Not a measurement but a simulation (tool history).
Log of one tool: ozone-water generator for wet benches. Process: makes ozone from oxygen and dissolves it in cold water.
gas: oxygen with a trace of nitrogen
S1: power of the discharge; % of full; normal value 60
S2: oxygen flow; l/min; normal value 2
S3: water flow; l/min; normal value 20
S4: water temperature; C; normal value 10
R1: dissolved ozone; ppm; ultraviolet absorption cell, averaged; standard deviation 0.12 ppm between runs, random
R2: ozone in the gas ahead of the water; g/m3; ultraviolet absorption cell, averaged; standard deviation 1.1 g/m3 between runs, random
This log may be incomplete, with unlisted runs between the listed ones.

run	hour	S1	S2	S3	S4	R1	R2
1	0	60	2	20	10	12.1	188.1
2	111.5	60	2	20	10	12.1	188.6
3	254.7	60	2	20	10	12.2	188.8
4	425.2	60	2	20	10	12.1	187.2
5	601.3	60	1	20	10	9	247.8
6	732.5	60	1	20	10	8.8	250.7
7	913.8	60	1	20	10	9	249.5
8	991.9	60	1	20	10	8.8	251.1
# hour 1008.4: contactor cleaned
9	1142.4	60	2	20	10	12.1	187.3
10	1222.7	60	2	20	10	12	187.4
11	1323	60	2	20	13	11.7	188
12	1472.9	60	2	20	13	11.9	188.2
13	1562.8	60	2	20	9	12.1	187.4
14	1647.7	60	2	15	10	15.8	186.8
15	1762.9	60	2	15	10	15.9	187.8
16	1856.4	60	2	15	10	15.7	189.7
17	1940.8	60	2	16	10	15	188.8
18	2122.6	99	2.68	17	10	21.7	232.3
19	2275.3	60	1.62	31	10	7.1	206.5
20	2452.1	60	1.62	31	13	6.7	203.9
21	2603.8	40	3.4	29	9	7.8	114.9
22	2777	40	3.4	13	9	16	113.6
# hour 2888.8: water thermometer calibrated
23	2948.1	60	2	20	6	12.7	188.1
24	3080.4	60	2	15	6	16.5	189
25	3231.5	60	1.46	32	10	6.4	214.3
26	3330.7	56	1.22	20	10	9.4	220.1
27	3464.3	56	1.22	20	10	9.5	219.4
28	3537.3	56	1.22	20	10	9	218.2
29	3650.6	56	1.98	20	10	11.5	179.4
30	3795.5	60	1.32	21	10	9.5	223.8
31	3904.9	60	1.32	21	10	9.6	223.2
32	4029.4	60	1.32	21	10	9.4	223.3

4 options for the next run, each taken on its own from the tool as it stands now. Forecast them:
A	4116.3	98	1.11	20	5	?	?
B	4116.3	48	1.32	21	10	?	?
C	4116.3	87	1.32	21	10	?	?
D	4116.3	60	2	20	16	?	?

run	R1	R2
A	12.9	334
B	8.1	191.4
C	12.2	283.9
D	11.6	186
Stripped of hidden state, with their random variation kept, the same runs would have yielded:
run	R1	R2
A	12.9	335
B	8.1	191.7
C	12.3	284.7
D	11.6	186.4

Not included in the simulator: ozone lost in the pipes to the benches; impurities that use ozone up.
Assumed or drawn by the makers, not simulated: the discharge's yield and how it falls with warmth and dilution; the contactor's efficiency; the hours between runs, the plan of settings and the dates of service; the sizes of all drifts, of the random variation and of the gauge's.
